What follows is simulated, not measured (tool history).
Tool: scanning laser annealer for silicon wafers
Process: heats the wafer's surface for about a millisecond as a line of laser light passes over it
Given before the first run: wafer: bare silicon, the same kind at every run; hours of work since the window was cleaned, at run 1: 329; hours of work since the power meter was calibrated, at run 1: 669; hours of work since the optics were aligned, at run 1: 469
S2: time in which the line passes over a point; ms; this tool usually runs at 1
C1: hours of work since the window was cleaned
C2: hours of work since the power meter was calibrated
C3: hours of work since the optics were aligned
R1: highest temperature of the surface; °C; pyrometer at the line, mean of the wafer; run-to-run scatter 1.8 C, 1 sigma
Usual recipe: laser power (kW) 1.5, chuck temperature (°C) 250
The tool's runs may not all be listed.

run 1 hour=0 | laser_power_(kW)=1.5 S2=1 chuck_temperature_(°C)=250 | C1=329 C2=669 C3=469 | R1=937
run 2 hour=34.8 | laser_power_(kW)=1.5 S2=1 chuck_temperature_(°C)=250 | C1=345 C2=686 C3=485 | R1=934
run 3 hour=78.1 | laser_power_(kW)=1.5 S2=1 chuck_temperature_(°C)=250 | C1=366 C2=706 C3=506 | R1=934
run 4 hour=116.4 | laser_power_(kW)=1.5 S2=1 chuck_temperature_(°C)=250 | C1=384 C2=724 C3=524 | R1=937
run 5 hour=137.4 | laser_power_(kW)=1.5 S2=1 chuck_temperature_(°C)=250 | C1=394 C2=734 C3=533 | R1=936
run 6 hour=173.7 | laser_power_(kW)=1.5 S2=1 chuck_temperature_(°C)=250 | C1=411 C2=751 C3=550 | R1=934
run 7 hour=208.3 | laser_power_(kW)=1.5 S2=1 chuck_temperature_(°C)=250 | C1=427 C2=767 C3=567 | R1=934
run 8 hour=254 | laser_power_(kW)=1.5 S2=1 chuck_temperature_(°C)=250 | C1=448 C2=789 C3=588 | R1=930
run 9 hour=290.7 | laser_power_(kW)=1.5 S2=1 chuck_temperature_(°C)=250 | C1=466 C2=806 C3=605 | R1=928
run 10 hour=327.8 | laser_power_(kW)=1.5 S2=1 chuck_temperature_(°C)=250 | C1=483 C2=823 C3=623 | R1=929
run 11 hour=358.6 | laser_power_(kW)=1.5 S2=1 chuck_temperature_(°C)=250 | C1=497 C2=838 C3=637 | R1=931
run 12 hour=397.3 | laser_power_(kW)=1.5 S2=1 chuck_temperature_(°C)=250 | C1=516 C2=856 C3=655 | R1=929
run 13 hour=438.9 | laser_power_(kW)=1.5 S2=0.9 chuck_temperature_(°C)=250 | C1=535 C2=875 C3=675 | R1=893
run 14 hour=461.3 | laser_power_(kW)=1.5 S2=0.75 chuck_temperature_(°C)=250 | C1=546 C2=886 C3=686 | R1=834
run 15 hour=507.5 | laser_power_(kW)=1.5 S2=1.01 chuck_temperature_(°C)=250 | C1=567 C2=908 C3=707 | R1=928
run 16 hour=549.2 | laser_power_(kW)=1.5 S2=1.05 chuck_temperature_(°C)=250 | C1=587 C2=927 C3=727 | R1=944
run 17 hour=590.9 | laser_power_(kW)=1.5 S2=1 chuck_temperature_(°C)=250 | C1=606 C2=947 C3=746 | R1=926
run 18 hour=612 | laser_power_(kW)=1.5 S2=1 chuck_temperature_(°C)=250 | C1=616 C2=957 C3=756 | R1=925
run 19 hour=652.4 | laser_power_(kW)=1.5 S2=1 chuck_temperature_(°C)=250 | C1=635 C2=976 C3=775 | R1=923
run 20 hour=675 | laser_power_(kW)=1.5 S2=1 chuck_temperature_(°C)=250 | C1=646 C2=986 C3=786 | R1=926
run 21 hour=717.8 | laser_power_(kW)=1.474 S2=0.91 chuck_temperature_(°C)=241 | C1=666 C2=1006 C3=806 | R1=866
-- hour=723.8 laser's power meter calibrated
run 22 hour=754.1 | laser_power_(kW)=1.409 S2=1.11 chuck_temperature_(°C)=230 | C1=682 C2=14 C3=822 | R1=893
run 23 hour=798.2 | laser_power_(kW)=1.507 S2=1 chuck_temperature_(°C)=274 | C1=702 C2=35 C3=842 | R1=949
run 24 hour=832 | laser_power_(kW)=1.507 S2=1 chuck_temperature_(°C)=274 | C1=718 C2=51 C3=858 | R1=948
run 25 hour=855.4 | laser_power_(kW)=1.338 S2=1.12 chuck_temperature_(°C)=232 | C1=729 C2=62 C3=869 | R1=855
run 26 hour=883.2 | laser_power_(kW)=1.386 S2=0.88 chuck_temperature_(°C)=271 | C1=742 C2=75 C3=882 | R1=850
run 27 hour=902.2 | laser_power_(kW)=1.564 S2=1.02 chuck_temperature_(°C)=279 | C1=751 C2=84 C3=891 | R1=987
-- hour=919.1 laser's power meter calibrated, once more
run 28 hour=935.1 | laser_power_(kW)=1.293 S2=0.8 chuck_temperature_(°C)=263 | C1=765 C2=8 C3=905 | R1=768
run 29 hour=963.5 | laser_power_(kW)=1.293 S2=0.8 chuck_temperature_(°C)=263 | C1=779 C2=21 C3=918 | R1=769
run 30 hour=1007.4 | laser_power_(kW)=1.501 S2=0.74 chuck_temperature_(°C)=283 | C1=799 C2=41 C3=939 | R1=855
run 31 hour=1035.6 | laser_power_(kW)=1.501 S2=0.74 chuck_temperature_(°C)=283 | C1=812 C2=55 C3=952 | R1=854
run 32 hour=1074.7 | laser_power_(kW)=1.501 S2=0.74 chuck_temperature_(°C)=283 | C1=831 C2=73 C3=971 | R1=854
run 33 hour=1098 | laser_power_(kW)=1.501 S2=0.74 chuck_temperature_(°C)=283 | C1=842 C2=84 C3=982 | R1=852
run 34 hour=1121.6 | laser_power_(kW)=1.501 S2=0.74 chuck_temperature_(°C)=283 | C1=853 C2=95 C3=993 | R1=854
-- hour=1169.3 window over the wafer cleaned
run 35 hour=1169.3 | laser_power_(kW)=1.403 S2=0.98 chuck_temperature_(°C)=251 | C1=0 C2=117 C3=1014 | R1=886
run 36 hour=1200 | laser_power_(kW)=1.567 S2=0.88 chuck_temperature_(°C)=235 | C1=14 C2=131 C3=1029 | R1=913
run 37 hour=1237.9 | laser_power_(kW)=1.468 S2=0.95 chuck_temperature_(°C)=263 | C1=32 C2=149 C3=1046 | R1=917
run 38 hour=1257.5 | laser_power_(kW)=1.5 S2=0.78 chuck_temperature_(°C)=289 | C1=41 C2=158 C3=1056 | R1=896
run 39 hour=1291.9 | laser_power_(kW)=1.627 S2=1.22 chuck_temperature_(°C)=217 | C1=58 C2=174 C3=1072 | R1=1046
run 40 hour=1312 | laser_power_(kW)=1.627 S2=1.22 chuck_temperature_(°C)=217 | C1=67 C2=184 C3=1081 | R1=1048

Describe how what the log doesn't record of the tool's condition differs between the last listed run preceding each entry between runs and the first listed run following it.
From run 21 to run 22: laser's power meter calibrated (hour 723.8)
  light that passes the window, % of a clean one's: 97.3 -> 97.24; laser's true power over the reading, %: 0.25 -> 0.38; width of the line over the set one, %: 3.35 -> 3.41
  what was measured, less what the result would be without the hidden state, R1: -30 -> -32 °C
From run 27 to run 28: laser's power meter calibrated, once more (hour 919.1)
  light that passes the window, % of a clean one's: 96.98 -> 96.93; laser's true power over the reading, %: 0.4 -> 0.32; width of the line over the set one, %: 3.68 -> 3.74
  what was measured, less what the result would be without the hidden state, R1: -37 -> -27 °C
From run 34 to run 35: window over the wafer cleaned (hour 1169.3)
  light that passes the window, % of a clean one's: 96.59 -> 99.97; laser's true power over the reading, %: 0.34 -> 0.35; width of the line over the set one, %: 4.09 -> 4.17
  what was measured, less what the result would be without the hidden state, R1: -34 -> -13 °C

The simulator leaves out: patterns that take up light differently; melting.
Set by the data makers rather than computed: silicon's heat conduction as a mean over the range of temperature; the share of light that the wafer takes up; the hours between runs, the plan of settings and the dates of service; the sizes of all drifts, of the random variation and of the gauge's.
